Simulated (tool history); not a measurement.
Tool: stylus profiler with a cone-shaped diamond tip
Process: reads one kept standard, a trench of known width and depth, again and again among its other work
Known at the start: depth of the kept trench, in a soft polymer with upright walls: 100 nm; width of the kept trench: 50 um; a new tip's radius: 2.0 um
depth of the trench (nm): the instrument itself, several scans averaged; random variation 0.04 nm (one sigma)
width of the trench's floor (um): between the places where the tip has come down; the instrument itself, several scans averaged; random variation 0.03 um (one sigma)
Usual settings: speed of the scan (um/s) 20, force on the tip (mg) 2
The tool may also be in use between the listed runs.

| run | hour | speed of the scan (um/s) | force on the tip (mg) | depth of the trench (nm) | width of the trench's floor (um) |
|---|---|---|---|---|---|
| 1 | 0 | 20 | 2 | 101.27 | 48.05 |
| 2 | 110 | 19 | 2 | 101.31 | 48.05 |
| 3 | 171.6 | 19 | 2 | 101.34 | 48.05 |
| 4 | 274.6 | 20 | 2 | 101.41 | 47.97 |
|  | 299.7 | new tip fitted, height scale calibrated |
| 5 | 367.4 | 20 | 2 | 100.85 | 48.61 |
| 6 | 464.7 | 15 | 2 | 100.85 | 48.59 |
| 7 | 569.8 | 15 | 2 | 100.91 | 48.59 |
| 8 | 643.6 | 15 | 2 | 100.92 | 48.5 |
| 9 | 745 | 15 | 5.21 | 101.68 | 48.59 |
| 10 | 828.2 | 15 | 5.21 | 101.68 | 48.48 |
| 11 | 882.6 | 11 | 1.77 | 100.88 | 48.51 |

Forecast run 12:
| 12 | 973.5 | 11 | 1.77 | ? | ? |

Run 12 gave depth of the trench (nm) 100.91, width of the trench's floor (um) 48.43.
Without the tool's hidden state the same run would have given depth of the trench (nm) 100.74, width of the trench's floor (um) 48.65.
